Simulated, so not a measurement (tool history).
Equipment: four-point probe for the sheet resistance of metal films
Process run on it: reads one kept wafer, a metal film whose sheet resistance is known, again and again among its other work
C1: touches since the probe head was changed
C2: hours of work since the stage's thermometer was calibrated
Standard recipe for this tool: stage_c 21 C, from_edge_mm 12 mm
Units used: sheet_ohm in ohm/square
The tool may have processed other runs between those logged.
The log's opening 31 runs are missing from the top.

{"run": 32, "hour": 1015.1, "stage_c": 20, "from_edge_mm": 15, "C1": 42675, "C2": 262, "sheet_ohm": 0.694945}
{"run": 33, "hour": 1048.5, "stage_c": 19, "from_edge_mm": 4, "C1": 43713, "C2": 281, "sheet_ohm": 0.715613}
{"run": 34, "hour": 1075.7, "stage_c": 21, "from_edge_mm": 5, "C1": 44558, "C2": 297, "sheet_ohm": 0.708356}
{"run": 35, "hour": 1117.7, "stage_c": 22, "from_edge_mm": 20, "C1": 45865, "C2": 321, "sheet_ohm": 0.695004}
{"run": 36, "hour": 1141.7, "stage_c": 21, "from_edge_mm": 12, "C1": 46611, "C2": 335, "sheet_ohm": 0.696259}
{"run": 37, "hour": 1182.8, "stage_c": 19, "from_edge_mm": 7, "C1": 47891, "C2": 358, "sheet_ohm": 0.700162}
{"run": 38, "hour": 1217.5, "stage_c": 19, "from_edge_mm": 7, "C1": 48968, "C2": 378, "sheet_ohm": 0.700295}
{"run": 39, "hour": 1254.8, "stage_c": 31, "from_edge_mm": 16, "C1": 50129, "C2": 399, "sheet_ohm": 0.698468}
{"run": 40, "hour": 1281.6, "stage_c": 31, "from_edge_mm": 16, "C1": 50963, "C2": 415, "sheet_ohm": 0.698729}
{"run": 41, "hour": 1316.6, "stage_c": 33, "from_edge_mm": 5, "C1": 52049, "C2": 435, "sheet_ohm": 0.712543}
{"run": 42, "hour": 1348.0, "stage_c": 21, "from_edge_mm": 23, "C1": 53026, "C2": 453, "sheet_ohm": 0.693988}
{"run": 43, "hour": 1383.0, "stage_c": 21, "from_edge_mm": 23, "C1": 54115, "C2": 473, "sheet_ohm": 0.6943}
{"run": 44, "hour": 1420.0, "stage_c": 21, "from_edge_mm": 3, "C1": 55265, "C2": 494, "sheet_ohm": 0.732313}

Predict each of these 4 candidate next runs independently; none follows another, all start after run 44:
{"run": "A", "hour": 1452.8, "stage_c": 21, "from_edge_mm": 6, "C1": 56285, "C2": 513, "sheet_ohm": "?"}
{"run": "B", "hour": 1452.8, "stage_c": 19, "from_edge_mm": 5, "C1": 56285, "C2": 513, "sheet_ohm": "?"}
{"run": "C", "hour": 1452.8, "stage_c": 29, "from_edge_mm": 24, "C1": 56285, "C2": 513, "sheet_ohm": "?"}
{"run": "D", "hour": 1452.8, "stage_c": 21, "from_edge_mm": 8, "C1": 56285, "C2": 513, "sheet_ohm": "?"}

run=A sheet_ohm=0.703471
run=B sheet_ohm=0.706596
run=C sheet_ohm=0.696932
run=D sheet_ohm=0.698759
The same runs, with their run-to-run variation unchanged, on a tool lacking any hidden condition would have given:
run=A sheet_ohm=0.708034
run=B sheet_ohm=0.71118
run=C sheet_ohm=0.701449
run=D sheet_ohm=0.703294

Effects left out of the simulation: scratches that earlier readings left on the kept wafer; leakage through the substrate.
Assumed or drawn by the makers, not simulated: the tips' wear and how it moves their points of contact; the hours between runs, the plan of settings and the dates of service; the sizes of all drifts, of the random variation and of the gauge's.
